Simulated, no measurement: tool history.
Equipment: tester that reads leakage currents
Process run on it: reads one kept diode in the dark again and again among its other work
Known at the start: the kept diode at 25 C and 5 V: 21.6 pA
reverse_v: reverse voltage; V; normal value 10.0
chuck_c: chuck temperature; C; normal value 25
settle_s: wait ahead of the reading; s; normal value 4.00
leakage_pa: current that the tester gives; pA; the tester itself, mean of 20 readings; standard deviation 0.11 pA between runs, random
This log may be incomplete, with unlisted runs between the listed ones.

run 1 hour=0.0 | reverse_v=10.0 chuck_c=25 settle_s=4.00 | leakage_pa=32.93
run 2 hour=49.8 | reverse_v=10.0 chuck_c=25 settle_s=4.00 | leakage_pa=32.89
run 3 hour=116.8 | reverse_v=10.0 chuck_c=25 settle_s=4.00 | leakage_pa=32.81
run 4 hour=179.7 | reverse_v=10.0 chuck_c=49 settle_s=4.00 | leakage_pa=224.36
run 5 hour=211.9 | reverse_v=10.0 chuck_c=49 settle_s=4.00 | leakage_pa=224.34
run 6 hour=273.4 | reverse_v=10.0 chuck_c=49 settle_s=4.00 | leakage_pa=224.33
run 7 hour=336.6 | reverse_v=10.0 chuck_c=37 settle_s=4.00 | leakage_pa=88.63
run 8 hour=385.3 | reverse_v=10.0 chuck_c=37 settle_s=4.00 | leakage_pa=88.45
run 9 hour=447.0 | reverse_v=10.0 chuck_c=37 settle_s=4.00 | leakage_pa=88.80
run 10 hour=487.8 | reverse_v=10.0 chuck_c=37 settle_s=4.00 | leakage_pa=88.88
run 11 hour=532.9 | reverse_v=10.0 chuck_c=25 settle_s=4.00 | leakage_pa=32.80
run 12 hour=587.1 | reverse_v=10.0 chuck_c=25 settle_s=4.00 | leakage_pa=32.73
run 13 hour=624.6 | reverse_v=10.0 chuck_c=25 settle_s=4.00 | leakage_pa=32.86
run 14 hour=686.0 | reverse_v=2.2 chuck_c=25 settle_s=4.00 | leakage_pa=14.08
run 15 hour=723.4 | reverse_v=2.2 chuck_c=25 settle_s=4.00 | leakage_pa=14.01
run 16 hour=767.0 | reverse_v=2.2 chuck_c=25 settle_s=4.00 | leakage_pa=14.03
run 17 hour=824.8 | reverse_v=2.2 chuck_c=25 settle_s=4.00 | leakage_pa=13.88
run 18 hour=877.3 | reverse_v=10.0 chuck_c=25 settle_s=4.00 | leakage_pa=33.10
run 19 hour=931.2 | reverse_v=10.0 chuck_c=25 settle_s=4.00 | leakage_pa=32.87
run 20 hour=973.1 | reverse_v=10.0 chuck_c=25 settle_s=4.00 | leakage_pa=32.83
run 21 hour=1042.3 | reverse_v=10.0 chuck_c=25 settle_s=4.00 | leakage_pa=32.93
run 22 hour=1088.7 | reverse_v=10.0 chuck_c=25 settle_s=4.00 | leakage_pa=32.80
run 23 hour=1132.5 | reverse_v=7.6 chuck_c=25 settle_s=0.41 | leakage_pa=34.49
run 24 hour=1160.9 | reverse_v=7.6 chuck_c=25 settle_s=0.41 | leakage_pa=34.75
run 25 hour=1221.6 | reverse_v=7.6 chuck_c=25 settle_s=0.41 | leakage_pa=34.58
run 26 hour=1279.6 | reverse_v=10.0 chuck_c=22 settle_s=4.00 | leakage_pa=25.42
run 27 hour=1329.6 | reverse_v=2.9 chuck_c=23 settle_s=1.68 | leakage_pa=14.14
run 28 hour=1401.0 | reverse_v=10.0 chuck_c=44 settle_s=0.39 | leakage_pa=161.90
run 29 hour=1465.4 | reverse_v=10.0 chuck_c=44 settle_s=0.39 | leakage_pa=161.97
run 30 hour=1516.6 | reverse_v=17.6 chuck_c=54 settle_s=8.24 | leakage_pa=444.37
run 31 hour=1584.4 | reverse_v=10.2 chuck_c=44 settle_s=3.47 | leakage_pa=155.89
run 32 hour=1646.5 | reverse_v=10.2 chuck_c=44 settle_s=3.47 | leakage_pa=155.77
run 33 hour=1710.5 | reverse_v=4.1 chuck_c=39 settle_s=0.38 | leakage_pa=66.83
run 34 hour=1747.5 | reverse_v=4.1 chuck_c=39 settle_s=0.38 | leakage_pa=67.04
run 35 hour=1802.4 | reverse_v=1.1 chuck_c=24 settle_s=4.24 | leakage_pa=8.70
run 36 hour=1841.0 | reverse_v=3.4 chuck_c=25 settle_s=3.33 | leakage_pa=17.91
run 37 hour=1905.4 | reverse_v=10.0 chuck_c=27 settle_s=4.00 | leakage_pa=38.89
run 38 hour=1944.4 | reverse_v=10.0 chuck_c=26 settle_s=4.00 | leakage_pa=35.64
run 39 hour=1998.9 | reverse_v=10.0 chuck_c=60 settle_s=0.63 | leakage_pa=505.28

Not shown: 2 entries that the log had between the listed runs. Between which runs, and how does the tool's hidden state differ before and after?
In the gap between runs 2 and 3: probe card cleaned and baked (hour 110.2)
  stray current of the dirty probe card, pA a volt: 0.024 -> 0.02
In the gap between runs 27 and 28: chuck's temperature calibrated (hour 1348.5)
  no difference in the tool's unlogged condition between these two runs
